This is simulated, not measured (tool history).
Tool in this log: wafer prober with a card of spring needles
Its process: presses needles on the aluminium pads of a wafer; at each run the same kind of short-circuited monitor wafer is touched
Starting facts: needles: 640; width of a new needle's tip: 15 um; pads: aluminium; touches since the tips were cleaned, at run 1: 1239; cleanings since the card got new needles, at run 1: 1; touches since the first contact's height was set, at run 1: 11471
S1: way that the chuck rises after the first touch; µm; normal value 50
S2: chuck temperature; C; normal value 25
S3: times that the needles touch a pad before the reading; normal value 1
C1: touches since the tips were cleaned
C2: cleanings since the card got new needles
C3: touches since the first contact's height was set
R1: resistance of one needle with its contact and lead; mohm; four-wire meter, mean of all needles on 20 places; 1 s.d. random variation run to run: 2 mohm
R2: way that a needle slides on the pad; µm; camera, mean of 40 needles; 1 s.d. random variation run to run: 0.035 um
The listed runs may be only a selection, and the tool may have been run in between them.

run 1 day=0.000 | S1=50 S2=25 S3=1 | C1=1239 C2=1 C3=11471 | R1=214 R2=10.07
run 2 day=1.179 | S1=50 S2=25 S3=1 | C1=6941 C2=1 C3=17173 | R1=213 R2=10.09
-- day=1.588 tips cleaned on abrasive film
run 3 day=2.083 | S1=50 S2=25 S3=1 | C1=2409 C2=2 C3=21534 | R1=216 R2=10.10
run 4 day=2.933 | S1=50 S2=25 S3=1 | C1=6523 C2=2 C3=25648 | R1=216 R2=10.09
-- day=3.438 tips cleaned on abrasive film
run 5 day=4.146 | S1=50 S2=25 S3=1 | C1=3429 C2=3 C3=31491 | R1=213 R2=10.05
run 6 day=5.067 | S1=46 S2=25 S3=1 | C1=7890 C2=3 C3=35952 | R1=219 R2=9.20
-- day=5.346 tips cleaned on abrasive film
run 7 day=5.950 | S1=46 S2=25 S3=1 | C1=2908 C2=4 C3=40196 | R1=220 R2=9.26
-- day=7.271 tips cleaned on abrasive film
run 8 day=7.346 | S1=46 S2=25 S3=1 | C1=358 C2=5 C3=46935 | R1=220 R2=9.25
run 9 day=8.667 | S1=46 S2=25 S3=1 | C1=6763 C2=5 C3=53340 | R1=220 R2=9.21
-- day=9.188 tips cleaned on abrasive film
run 10 day=9.658 | S1=46 S2=25 S3=3 | C1=2279 C2=6 C3=58114 | R1=219 R2=9.22
run 11 day=10.971 | S1=46 S2=25 S3=3 | C1=8633 C2=6 C3=64468 | R1=217 R2=9.26
-- day=11.067 tips cleaned on abrasive film
run 12 day=12.179 | S1=46 S2=25 S3=3 | C1=5385 C2=7 C3=70285 | R1=220 R2=9.19
-- day=12.892 tips cleaned on abrasive film
run 13 day=13.746 | S1=50 S2=73 S3=1 | C1=4141 C2=8 C3=77858 | R1=229 R2=9.97
run 14 day=14.450 | S1=50 S2=73 S3=1 | C1=7534 C2=8 C3=81251 | R1=227 R2=9.99
-- day=14.754 tips cleaned on abrasive film
run 15 day=15.117 | S1=50 S2=73 S3=1 | C1=1742 C2=9 C3=84456 | R1=226 R2=9.90
run 16 day=16.062 | S1=50 S2=73 S3=1 | C1=6322 C2=9 C3=89036 | R1=232 R2=9.98
-- day=16.625 tips cleaned on abrasive film
-- day=16.738 height of the first contact set anew
run 17 day=16.925 | S1=50 S2=25 S3=1 | C1=1403 C2=10 C3=914 | R1=215 R2=10.00
run 18 day=18.083 | S1=58 S2=88 S3=2 | C1=6998 C2=10 C3=6509 | R1=226 R2=11.56
-- day=18.483 tips cleaned on abrasive film
run 19 day=18.967 | S1=50 S2=49 S3=3 | C1=2335 C2=11 C3=10776 | R1=222 R2=9.88
-- day=20.371 tips cleaned on abrasive film
run 20 day=20.538 | S1=39 S2=65 S3=1 | C1=807 C2=12 C3=18346 | R1=236 R2=7.76
run 21 day=21.671 | S1=33 S2=44 S3=1 | C1=6304 C2=12 C3=23843 | R1=236 R2=6.54
-- day=22.229 tips cleaned on abrasive film
run 22 day=22.592 | S1=33 S2=44 S3=1 | C1=1755 C2=13 C3=28273 | R1=239 R2=6.49
run 23 day=23.838 | S1=42 S2=61 S3=1 | C1=7792 C2=13 C3=34310 | R1=230 R2=8.25
-- day=24.121 tips cleaned on abrasive film
run 24 day=24.858 | S1=42 S2=61 S3=1 | C1=3574 C2=14 C3=39218 | R1=233 R2=8.26
-- day=25.033 gauge calibrated
run 25 day=25.838 | S1=42 S2=61 S3=1 | C1=8321 C2=14 C3=43965 | R1=232 R2=8.47
-- day=26.067 tips cleaned on abrasive film
run 26 day=26.712 | S1=42 S2=61 S3=1 | C1=3116 C2=15 C3=48172 | R1=231 R2=8.55
run 27 day=27.421 | S1=32 S2=108 S3=2 | C1=6551 C2=15 C3=51607 | R1=256 R2=6.46
-- day=27.946 tips cleaned on abrasive film
run 28 day=28.575 | S1=50 S2=62 S3=2 | C1=3041 C2=16 C3=57160 | R1=227 R2=10.10
-- day=29.862 tips cleaned on abrasive film
run 29 day=29.975 | S1=58 S2=49 S3=1 | C1=544 C2=17 C3=63917 | R1=218 R2=11.70
run 30 day=31.021 | S1=50 S2=73 S3=2 | C1=5605 C2=17 C3=68978 | R1=230 R2=10.08
-- day=31.696 tips cleaned on abrasive film
run 31 day=31.888 | S1=44 S2=106 S3=1 | C1=923 C2=18 C3=73154 | R1=244 R2=8.81
run 32 day=32.917 | S1=44 S2=36 S3=2 | C1=5913 C2=18 C3=78144 | R1=223 R2=8.84
-- day=33.612 tips cleaned on abrasive film
run 33 day=33.879 | S1=58 S2=41 S3=1 | C1=1274 C2=19 C3=82769 | R1=217 R2=11.62
run 34 day=35.333 | S1=49 S2=86 S3=1 | C1=8320 C2=19 C3=89815 | R1=231 R2=9.76

Subtracting, for every run, the result it would have given without the tool's unlogged condition from the measured result gives the following. The same run-to-run variation enters both numbers; the gauge's scatter may not:
Hidden conditions of the tool in this case: debris on the tips, nm; way that the needles fall short of the set height, um; tips' diameter, um; drift of the gauge itself on contact_mohm, %; drift of the gauge itself on scrub_um, %.
run=1 R2=+0.00
run=2 R2=-0.02
run=3 R2=-0.03
run=4 R2=-0.04
run=5 R2=-0.05
run=6 R2=-0.06
run=7 R2=-0.06
run=8 R2=-0.09
run=9 R2=-0.10
run=10 R2=-0.10
run=11 R2=-0.12
run=12 R2=-0.14
run=13 R2=-0.17
run=14 R2=-0.18
run=15 R2=-0.18
run=16 R2=-0.19
run=17 R2=-0.21
run=18 R2=-0.26
run=19 R2=-0.24
run=20 R2=-0.20
run=21 R2=-0.17
run=22 R2=-0.18
run=23 R2=-0.25
run=24 R2=-0.25
run=25 R2=-0.01
run=26 R2=-0.01
run=27 R2=-0.02
run=28 R2=-0.04
run=29 R2=-0.07
run=30 R2=-0.08
run=31 R2=-0.07
run=32 R2=-0.09
run=33 R2=-0.12
run=34 R2=-0.13
R1: within 1 mohm of the measured result in every run.
